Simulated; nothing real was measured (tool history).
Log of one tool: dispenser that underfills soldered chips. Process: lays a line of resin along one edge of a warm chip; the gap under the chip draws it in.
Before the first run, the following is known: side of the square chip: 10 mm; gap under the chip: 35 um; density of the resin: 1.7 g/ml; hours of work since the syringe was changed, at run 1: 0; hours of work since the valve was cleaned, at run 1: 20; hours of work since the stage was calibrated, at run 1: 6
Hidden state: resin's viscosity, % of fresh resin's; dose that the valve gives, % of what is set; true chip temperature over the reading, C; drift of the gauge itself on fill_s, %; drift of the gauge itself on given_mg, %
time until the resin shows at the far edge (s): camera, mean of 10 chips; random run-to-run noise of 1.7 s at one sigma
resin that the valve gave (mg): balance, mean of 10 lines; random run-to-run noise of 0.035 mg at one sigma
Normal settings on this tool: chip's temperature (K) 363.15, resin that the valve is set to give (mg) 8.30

run   hour  chip's temperature (K)  resin that the valve is set to give (mg)  hours of work since the syringe was changed  hours of work since the valve was cleaned  hours of work since the stage was calibrated  time until the resin shows at the far edge (s)  resin that the valve gave (mg)
  1    0.0                  363.15                                      8.30                                            0                                         20                                             6                                           179.0                            8.20
  2    4.1                  363.15                                      8.30                                            2                                         23                                             8                                           202.8                            8.21
  3    7.1                  363.15                                      8.30                                            4                                         25                                            10                                           234.6                            8.17
       9.6  -- new syringe of resin
  4   12.8                  363.15                                      8.30                                            2                                         28                                            13                                           201.1                            8.17
  5   15.5                  363.15                                      8.30                                            4                                         30                                            15                                           222.5                            8.15
      19.3  -- new syringe of resin
  6   21.3                  363.15                                      8.30                                            1                                         33                                            18                                           191.5                            8.16
  7   24.3                  363.15                                      8.30                                            3                                         35                                            20                                           211.8                            8.13
      28.8  -- new syringe of resin
  8   30.4                  363.15                                      8.30                                            1                                         38                                            24                                           189.0                            8.16
  9   33.4                  363.15                                      8.30                                            3                                         40                                            25                                           214.3                            8.08
      38.3  -- new syringe of resin
 10   39.4                  363.15                                      8.30                                            1                                         43                                            29                                           185.2                            8.13
 11   43.3                  365.15                                      8.30                                            3                                         46                                            31                                           201.7                            8.08
      47.9  -- new syringe of resin
 12   49.5                  365.15                                      8.30                                            1                                         49                                            35                                           169.9                            7.97
 13   53.6                  365.15                                      8.30                                            3                                         52                                            37                                           199.3                            8.05
      57.5  -- new syringe of resin
 14   58.7                  363.15                                      9.87                                            1                                         55                                            40                                           177.1                            9.51
 15   61.5                  363.15                                      9.87                                            2                                         56                                            42                                           194.7                            9.53
 16   65.6                  363.15                                      9.87                                            5                                         59                                            44                                           232.9                            9.48
      66.9  -- new syringe of resin
 17   69.5                  363.15                                      9.87                                            2                                         61                                            46                                           188.8                            9.44
 18   73.5                  363.15                                      8.30                                            4                                         63                                            49                                           234.4                            7.93
      76.3  -- new syringe of resin
 19   77.5                  363.15                                      8.30                                            1                                         66                                            51                                           182.9                            7.94
 20   81.6                  363.15                                      8.30                                            3                                         68                                            53                                           216.8                            7.94
      85.8  -- new syringe of resin
 21   86.9                  375.15                                      9.66                                            1                                         71                                            56                                           108.6                            9.20
 22   91.9                  375.15                                      9.66                                            4                                         74                                            59                                           131.5                            9.22
      95.4  -- new syringe of resin
 23   97.0                  375.15                                      9.66                                            1                                         77                                            62                                           110.3                            9.24
 24  102.2                  376.15                                     10.30                                            4                                         80                                            66                                           129.9                            9.77
     104.8  -- new syringe of resin
 25  105.3                  361.15                                      7.12                                            0                                         82                                            67                                           208.1                            6.79
 26  109.8                  366.15                                      9.83                                            3                                         84                                            70                                           185.5                            9.26
 27  112.3                  374.15                                      8.30                                            5                                         86                                            71                                           148.1                            7.79
     114.4  -- new syringe of resin
 28  116.8                  378.15                                      7.58                                            1                                         89                                            74                                           105.5                            7.15
 29  122.3                  364.15                                      7.70                                            5                                         92                                            77                                           240.6                            7.24
     123.9  -- new syringe of resin
 30  126.8                  360.15                                      9.02                                            2                                         94                                            80                                           218.8                            8.49
 31  129.3                  370.15                                      7.78                                            3                                         96                                            81                                           166.3                            7.34
     133.2  -- new syringe of resin
 32  133.4                  371.15                                      7.78                                            0                                         98                                            84                                           126.8                            7.24
 33  136.1                  363.15                                      8.98                                            2                                        100                                            85                                           188.7                            8.42
 34  142.0                  363.15                                      8.98                                            5                                        103                                            89                                           236.8                            8.33
     142.7  -- new syringe of resin
     145.3  -- dispensing valve cleaned and set on the balance
 35  146.1                  363.15                                      8.98                                            1                                          0                                            90                                           188.1                            8.94
 36  150.8                  362.15                                      8.30                                            4                                          3                                            93                                           241.4                            8.33
     153.2  -- new syringe of resin
 37  155.9                  359.15                                      8.71                                            2                                          6                                            96                                           221.6                            8.71

Measured minus without-hidden-state, run by run (identical run-to-run variation in each term; gauge scatter may differ):
run  time until the resin shows at the far edge (s)  resin that the valve gave (mg)
  1                                            +3.3                           -0.11
  2                                           +34.5                           -0.13
  3                                           +62.2                           -0.13
  4                                           +29.6                           -0.16
  5                                           +52.8                           -0.16
  6                                           +19.6                           -0.18
  7                                           +43.3                           -0.19
  8                                           +18.0                           -0.21
  9                                           +43.0                           -0.22
 10                                           +13.1                           -0.23
 11                                           +41.5                           -0.25
 12                                           +12.7                           -0.27
 13                                           +43.5                           -0.28
 14                                            +8.6                           -0.36
 15                                           +29.0                           -0.37
 16                                           +65.5                           -0.38
 17                                           +21.2                           -0.40
 18                                           +58.7                           -0.35
 19                                           +11.6                           -0.36
 20                                           +44.8                           -0.37
 21                                            +7.0                           -0.45
 22                                           +31.3                           -0.47
 23                                            +8.3                           -0.50
 24                                           +32.6                           -0.55
 25                                            +9.1                           -0.39
 26                                           +35.1                           -0.55
 27                                           +41.0                           -0.47
 28                                           +12.6                           -0.44
 29                                           +71.4                           -0.47
 30                                           +28.7                           -0.56
 31                                           +37.5                           -0.50
 32                                            +2.1                           -0.51
 33                                           +21.0                           -0.59
 34                                           +71.4                           -0.62
 35                                           +18.9                           +0.01
 36                                           +62.2                           +0.00
 37                                           +16.3                           -0.02
